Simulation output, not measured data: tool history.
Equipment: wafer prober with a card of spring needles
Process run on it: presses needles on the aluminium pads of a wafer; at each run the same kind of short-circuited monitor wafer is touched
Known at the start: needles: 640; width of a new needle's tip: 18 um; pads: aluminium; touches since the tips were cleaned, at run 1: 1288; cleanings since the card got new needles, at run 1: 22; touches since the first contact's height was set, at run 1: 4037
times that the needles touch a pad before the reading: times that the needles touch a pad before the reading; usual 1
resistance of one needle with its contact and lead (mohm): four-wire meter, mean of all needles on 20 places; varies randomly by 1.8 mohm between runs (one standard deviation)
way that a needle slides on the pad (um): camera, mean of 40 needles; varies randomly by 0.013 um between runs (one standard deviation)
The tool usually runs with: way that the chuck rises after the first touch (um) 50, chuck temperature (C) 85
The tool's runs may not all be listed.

| run | hour | way that the chuck rises after the first touch (um) | chuck temperature (C) | times that the needles touch a pad before the reading | touches since the tips were cleaned | cleanings since the card got new needles | touches since the first contact's height was set | resistance of one needle with its contact and lead (mohm) | way that a needle slides on the pad (um) |
|---|---|---|---|---|---|---|---|---|---|
| 1 | 0 | 50 | 85 | 1 | 1288 | 22 | 4037 | 187 | 11.99 |
|  | 33.2 | tips cleaned on abrasive film |
| 2 | 68.8 | 50 | 85 | 1 | 5175 | 23 | 14012 | 187 | 12 |
|  | 76.4 | tips cleaned on abrasive film |
|  | 121.5 | tips cleaned on abrasive film |
| 3 | 134.1 | 70 | 85 | 1 | 1821 | 25 | 23444 | 177 | 16.77 |
|  | 160.1 | tips cleaned on abrasive film |
|  | 201.1 | tips cleaned on abrasive film |
| 4 | 201.1 | 70 | 48 | 1 | 0 | 27 | 33135 | 169 | 16.78 |
|  | 242.4 | tips cleaned on abrasive film |
| 5 | 268.4 | 50 | 85 | 1 | 3785 | 28 | 42897 | 191 | 11.98 |
|  | 283.7 | tips cleaned on abrasive film |
|  | 321.7 | tips cleaned on abrasive film |
| 6 | 321.7 | 50 | 85 | 1 | 0 | 30 | 50598 | 186 | 11.95 |
|  | 360.5 | tips cleaned on abrasive film |
| 7 | 392.9 | 50 | 85 | 1 | 4710 | 31 | 60918 | 190 | 11.96 |
|  | 399.9 | tips cleaned on abrasive film |
|  | 438.1 | tips cleaned on abrasive film |
| 8 | 438.1 | 50 | 85 | 1 | 0 | 33 | 67441 | 188 | 11.94 |
|  | 445.9 | height of the first contact set anew |
|  | 476.7 | tips cleaned on abrasive film |
| 9 | 512.2 | 50 | 85 | 1 | 5158 | 34 | 9605 | 186 | 11.92 |
|  | 517 | tips cleaned on abrasive film |
|  | 557 | tips cleaned on abrasive film |
| 10 | 575.6 | 50 | 85 | 1 | 2702 | 36 | 18769 | 188 | 11.93 |
|  | 598.5 | tips cleaned on abrasive film |
| 11 | 626.2 | 50 | 85 | 1 | 4018 | 37 | 26097 | 189 | 11.9 |
|  | 640.1 | tips cleaned on abrasive film |
|  | 678.1 | tips cleaned on abrasive film |
| 12 | 692.1 | 50 | 85 | 1 | 2026 | 39 | 35627 | 187 | 11.92 |
|  | 720.6 | tips cleaned on abrasive film |
|  | 759 | tips cleaned on abrasive film |
| 13 | 759 | 50 | 85 | 1 | 0 | 41 | 45305 | 187 | 11.88 |
|  | 797.1 | tips cleaned on abrasive film |
| 14 | 799.6 | 50 | 85 | 1 | 368 | 42 | 51181 | 185 | 11.89 |
|  | 837 | tips cleaned on abrasive film |
| 15 | 853.8 | 50 | 46 | 2 | 2430 | 43 | 59025 | 180 | 11.86 |
|  | 879.2 | tips cleaned on abrasive film |
|  | 920 | tips cleaned on abrasive film |
|  | 920.3 | height of the first contact set anew |
| 16 | 921.5 | 37 | 53 | 2 | 178 | 45 | 178 | 190 | 8.77 |
|  | 960.3 | tips cleaned on abrasive film |
| 17 | 994.6 | 50 | 85 | 1 | 4974 | 46 | 10770 | 191 | 11.84 |

Run 18 is up next; what results do you expect?
|  | 1001.9 | tips cleaned on abrasive film |
|  | 1042.5 | tips cleaned on abrasive film |
| 18 | 1046.1 | 50 | 85 | 1 | 528 | 48 | 18212 | ? | ? |

resistance of one needle with its contact and lead (mohm): 191
way that a needle slides on the pad (um): 11.86
Minus the tool's unlogged condition, the same run would have read resistance of one needle with its contact and lead (mohm) 190, way that a needle slides on the pad (um) 12.03.
